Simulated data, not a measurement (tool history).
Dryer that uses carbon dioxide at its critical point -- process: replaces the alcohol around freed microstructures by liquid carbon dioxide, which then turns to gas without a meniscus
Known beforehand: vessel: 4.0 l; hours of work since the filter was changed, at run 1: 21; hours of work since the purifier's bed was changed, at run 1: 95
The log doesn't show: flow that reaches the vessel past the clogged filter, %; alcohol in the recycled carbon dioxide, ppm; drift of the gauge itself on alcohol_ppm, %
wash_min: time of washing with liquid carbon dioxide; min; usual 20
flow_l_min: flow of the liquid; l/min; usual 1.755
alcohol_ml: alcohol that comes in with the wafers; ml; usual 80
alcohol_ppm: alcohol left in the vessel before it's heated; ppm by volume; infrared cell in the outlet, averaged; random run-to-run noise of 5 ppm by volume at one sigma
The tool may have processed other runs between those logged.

run	day	wash_min	flow_l_min	alcohol_ml	hours of work since the filter was changed	hours of work since the purifier's bed was changed	alcohol_ppm
1	0	20	1.755	80	21	95	33
2	1.296	20	1.755	80	30	104	54
3	2.554	20	1.755	80	40	114	45
4	3.617	19	1.755	80	48	122	56
5	4.621	14	1.755	80	55	129	181
6	5.742	14	1.755	80	64	138	184
7	6.3	18	1.55	70	68	142	96
8	7.479	15	1.73	23	77	151	69
9	8.75	21	2.86	91	86	160	47
10	9.396	21	2.86	91	91	165	33
11	10.492	20	1.27	80	99	173	176
12	11.738	20	1.27	80	109	183	181

Below are 3 alternative next runs, each starting from the tool's condition after run 12. Predict each:
A	12.692	20	2.16	80	116	190	?
B	12.692	21	1.755	24	116	190	?
C	12.692	20	1.13	80	116	190	?

run	alcohol_ppm
A	55
B	49
C	297
Had the tool no hidden state, the same runs would have come out as:
run	alcohol_ppm
A	13
B	7
C	214

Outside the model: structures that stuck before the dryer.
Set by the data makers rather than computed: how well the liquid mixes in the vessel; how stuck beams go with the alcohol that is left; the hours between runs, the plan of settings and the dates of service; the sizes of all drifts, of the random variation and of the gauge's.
